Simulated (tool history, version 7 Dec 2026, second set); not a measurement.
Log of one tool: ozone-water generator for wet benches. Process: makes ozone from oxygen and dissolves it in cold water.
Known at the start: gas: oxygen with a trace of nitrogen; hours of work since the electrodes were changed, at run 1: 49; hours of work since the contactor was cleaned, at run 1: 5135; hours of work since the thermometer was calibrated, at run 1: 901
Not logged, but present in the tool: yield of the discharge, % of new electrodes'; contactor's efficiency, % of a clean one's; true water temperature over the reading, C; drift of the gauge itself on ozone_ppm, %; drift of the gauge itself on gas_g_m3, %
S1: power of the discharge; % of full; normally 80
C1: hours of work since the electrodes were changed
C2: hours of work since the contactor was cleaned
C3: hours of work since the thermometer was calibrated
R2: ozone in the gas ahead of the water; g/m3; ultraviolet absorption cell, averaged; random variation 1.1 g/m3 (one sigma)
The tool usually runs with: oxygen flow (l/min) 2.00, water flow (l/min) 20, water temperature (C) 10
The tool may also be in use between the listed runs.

{"run": 1, "hour": 0.0, "S1": 80, "oxygen flow (l/min)": 2.0, "water flow (l/min)": 20, "water temperature (C)": 10, "C1": 49, "C2": 5135, "C3": 901, "dissolved ozone (ppm)": 8.7, "R2": 199.4}
{"run": 2, "hour": 30.6, "S1": 80, "oxygen flow (l/min)": 2.0, "water flow (l/min)": 20, "water temperature (C)": 12, "C1": 67, "C2": 5154, "C3": 919, "dissolved ozone (ppm)": 8.5, "R2": 197.6}
{"run": 3, "hour": 71.4, "S1": 80, "oxygen flow (l/min)": 2.0, "water flow (l/min)": 20, "water temperature (C)": 12, "C1": 92, "C2": 5178, "C3": 943, "dissolved ozone (ppm)": 8.6, "R2": 200.0}
{"run": 4, "hour": 102.4, "S1": 80, "oxygen flow (l/min)": 2.0, "water flow (l/min)": 20, "water temperature (C)": 10, "C1": 110, "C2": 5197, "C3": 962, "dissolved ozone (ppm)": 8.7, "R2": 196.6}
{"run": 5, "hour": 138.1, "S1": 80, "oxygen flow (l/min)": 2.0, "water flow (l/min)": 20, "water temperature (C)": 10, "C1": 132, "C2": 5218, "C3": 984, "dissolved ozone (ppm)": 8.5, "R2": 200.6}
{"run": 6, "hour": 164.7, "S1": 80, "oxygen flow (l/min)": 2.0, "water flow (l/min)": 23, "water temperature (C)": 10, "C1": 148, "C2": 5234, "C3": 999, "dissolved ozone (ppm)": 7.2, "R2": 198.5}
{"run": 7, "hour": 201.5, "S1": 80, "oxygen flow (l/min)": 2.0, "water flow (l/min)": 23, "water temperature (C)": 10, "C1": 170, "C2": 5256, "C3": 1022, "dissolved ozone (ppm)": 7.4, "R2": 199.9}
{"run": 8, "hour": 235.7, "S1": 80, "oxygen flow (l/min)": 2.0, "water flow (l/min)": 21, "water temperature (C)": 10, "C1": 190, "C2": 5277, "C3": 1042, "dissolved ozone (ppm)": 7.9, "R2": 199.1}
{"run": 9, "hour": 266.7, "S1": 80, "oxygen flow (l/min)": 2.0, "water flow (l/min)": 21, "water temperature (C)": 10, "C1": 209, "C2": 5295, "C3": 1061, "dissolved ozone (ppm)": 7.8, "R2": 198.2}
{"run": 10, "hour": 306.0, "S1": 80, "oxygen flow (l/min)": 2.0, "water flow (l/min)": 21, "water temperature (C)": 10, "C1": 233, "C2": 5319, "C3": 1084, "dissolved ozone (ppm)": 7.9, "R2": 199.9}
{"run": 11, "hour": 350.4, "S1": 80, "oxygen flow (l/min)": 2.0, "water flow (l/min)": 21, "water temperature (C)": 10, "C1": 259, "C2": 5346, "C3": 1111, "dissolved ozone (ppm)": 7.8, "R2": 198.4}
{"run": 12, "hour": 379.0, "S1": 80, "oxygen flow (l/min)": 2.0, "water flow (l/min)": 21, "water temperature (C)": 10, "C1": 276, "C2": 5363, "C3": 1128, "dissolved ozone (ppm)": 8.0, "R2": 198.6}
{"run": 13, "hour": 400.1, "S1": 80, "oxygen flow (l/min)": 2.0, "water flow (l/min)": 21, "water temperature (C)": 10, "C1": 289, "C2": 5375, "C3": 1141, "dissolved ozone (ppm)": 7.9, "R2": 198.4}
{"run": 14, "hour": 432.9, "S1": 80, "oxygen flow (l/min)": 2.0, "water flow (l/min)": 21, "water temperature (C)": 10, "C1": 309, "C2": 5395, "C3": 1160, "dissolved ozone (ppm)": 7.9, "R2": 199.2}
{"run": 15, "hour": 453.4, "S1": 80, "oxygen flow (l/min)": 2.0, "water flow (l/min)": 21, "water temperature (C)": 10, "C1": 321, "C2": 5407, "C3": 1173, "dissolved ozone (ppm)": 8.1, "R2": 198.5}
{"run": 16, "hour": 481.2, "S1": 80, "oxygen flow (l/min)": 2.0, "water flow (l/min)": 21, "water temperature (C)": 10, "C1": 338, "C2": 5424, "C3": 1189, "dissolved ozone (ppm)": 7.9, "R2": 198.8}
{"run": 17, "hour": 500.5, "S1": 80, "oxygen flow (l/min)": 2.0, "water flow (l/min)": 21, "water temperature (C)": 10, "C1": 349, "C2": 5436, "C3": 1201, "dissolved ozone (ppm)": 8.3, "R2": 199.1}
{"run": 18, "hour": 543.7, "S1": 63, "oxygen flow (l/min)": 1.23, "water flow (l/min)": 19, "water temperature (C)": 17, "C1": 375, "C2": 5462, "C3": 1227, "dissolved ozone (ppm)": 6.3, "R2": 222.1}
{"run": 19, "hour": 570.0, "S1": 63, "oxygen flow (l/min)": 1.23, "water flow (l/min)": 19, "water temperature (C)": 17, "C1": 391, "C2": 5477, "C3": 1243, "dissolved ozone (ppm)": 6.4, "R2": 221.3}
{"run": 20, "hour": 617.5, "S1": 75, "oxygen flow (l/min)": 1.83, "water flow (l/min)": 19, "water temperature (C)": 6, "C1": 419, "C2": 5506, "C3": 1271, "dissolved ozone (ppm)": 8.5, "R2": 200.2}
{"run": 21, "hour": 640.6, "S1": 75, "oxygen flow (l/min)": 1.83, "water flow (l/min)": 19, "water temperature (C)": 6, "C1": 433, "C2": 5520, "C3": 1285, "dissolved ozone (ppm)": 8.4, "R2": 199.7}
{"run": 22, "hour": 662.7, "S1": 75, "oxygen flow (l/min)": 1.83, "water flow (l/min)": 19, "water temperature (C)": 6, "C1": 447, "C2": 5533, "C3": 1298, "dissolved ozone (ppm)": 8.7, "R2": 198.9}
{"run": 23, "hour": 704.4, "S1": 75, "oxygen flow (l/min)": 1.83, "water flow (l/min)": 19, "water temperature (C)": 16, "C1": 472, "C2": 5558, "C3": 1323, "dissolved ozone (ppm)": 8.0, "R2": 199.8}
{"run": 24, "hour": 745.0, "S1": 75, "oxygen flow (l/min)": 2.29, "water flow (l/min)": 25, "water temperature (C)": 16, "C1": 496, "C2": 5582, "C3": 1348, "dissolved ozone (ppm)": 6.0, "R2": 176.4}
{"run": 25, "hour": 772.7, "S1": 75, "oxygen flow (l/min)": 2.29, "water flow (l/min)": 25, "water temperature (C)": 16, "C1": 513, "C2": 5599, "C3": 1364, "dissolved ozone (ppm)": 6.2, "R2": 174.4}
{"run": 26, "hour": 811.2, "S1": 77, "oxygen flow (l/min)": 2.0, "water flow (l/min)": 20, "water temperature (C)": 13, "C1": 536, "C2": 5622, "C3": 1387, "dissolved ozone (ppm)": 7.7, "R2": 194.2}
{"run": 27, "hour": 843.0, "S1": 80, "oxygen flow (l/min)": 2.0, "water flow (l/min)": 29, "water temperature (C)": 7, "C1": 555, "C2": 5641, "C3": 1407, "dissolved ozone (ppm)": 5.3, "R2": 195.7}
{"run": 28, "hour": 888.5, "S1": 80, "oxygen flow (l/min)": 2.0, "water flow (l/min)": 29, "water temperature (C)": 7, "C1": 582, "C2": 5668, "C3": 1434, "dissolved ozone (ppm)": 5.1, "R2": 195.9}
{"run": 29, "hour": 927.5, "S1": 80, "oxygen flow (l/min)": 2.0, "water flow (l/min)": 29, "water temperature (C)": 7, "C1": 605, "C2": 5692, "C3": 1457, "dissolved ozone (ppm)": 5.4, "R2": 197.0}
{"run": 30, "hour": 963.0, "S1": 80, "oxygen flow (l/min)": 1.83, "water flow (l/min)": 15, "water temperature (C)": 10, "C1": 627, "C2": 5713, "C3": 1478, "dissolved ozone (ppm)": 11.2, "R2": 206.6}
{"run": 31, "hour": 1002.0, "S1": 80, "oxygen flow (l/min)": 1.83, "water flow (l/min)": 15, "water temperature (C)": 10, "C1": 650, "C2": 5737, "C3": 1502, "dissolved ozone (ppm)": 11.5, "R2": 206.1}

Consider 5 possible next runs. They are alternatives, not a sequence: every one starts from the tool as it was left by run 31. What does each give?
{"run": "A", "hour": 1031.2, "S1": 63, "oxygen flow (l/min)": 2.0, "water flow (l/min)": 20, "water temperature (C)": 9, "C1": 668, "C2": 5754, "C3": 1519, "dissolved ozone (ppm)": "?", "R2": "?"}
{"run": "B", "hour": 1031.2, "S1": 50, "oxygen flow (l/min)": 2.0, "water flow (l/min)": 18, "water temperature (C)": 6, "C1": 668, "C2": 5754, "C3": 1519, "dissolved ozone (ppm)": "?", "R2": "?"}
{"run": "C", "hour": 1031.2, "S1": 80, "oxygen flow (l/min)": 2.15, "water flow (l/min)": 31, "water temperature (C)": 10, "C1": 668, "C2": 5754, "C3": 1519, "dissolved ozone (ppm)": "?", "R2": "?"}
{"run": "D", "hour": 1031.2, "S1": 53, "oxygen flow (l/min)": 1.49, "water flow (l/min)": 20, "water temperature (C)": 10, "C1": 668, "C2": 5754, "C3": 1519, "dissolved ozone (ppm)": "?", "R2": "?"}
{"run": "E", "hour": 1031.2, "S1": 44, "oxygen flow (l/min)": 1.31, "water flow (l/min)": 13, "water temperature (C)": 10, "C1": 668, "C2": 5754, "C3": 1519, "dissolved ozone (ppm)": "?", "R2": "?"}

run=A dissolved_ozone_(ppm)=7.4 R2=168.3
run=B dissolved_ozone_(ppm)=7.3 R2=146.5
run=C dissolved_ozone_(ppm)=4.8 R2=187.7
run=D dissolved_ozone_(ppm)=5.9 R2=177.0
run=E dissolved_ozone_(ppm)=8.7 R2=169.0
With the hidden condition removed and each run's random variation left untouched, the same runs would have given:
run=A dissolved_ozone_(ppm)=8.3 R2=170.9
run=B dissolved_ozone_(ppm)=8.1 R2=148.4
run=C dissolved_ozone_(ppm)=5.5 R2=191.0
run=D dissolved_ozone_(ppm)=6.6 R2=179.4
run=E dissolved_ozone_(ppm)=9.6 R2=170.9

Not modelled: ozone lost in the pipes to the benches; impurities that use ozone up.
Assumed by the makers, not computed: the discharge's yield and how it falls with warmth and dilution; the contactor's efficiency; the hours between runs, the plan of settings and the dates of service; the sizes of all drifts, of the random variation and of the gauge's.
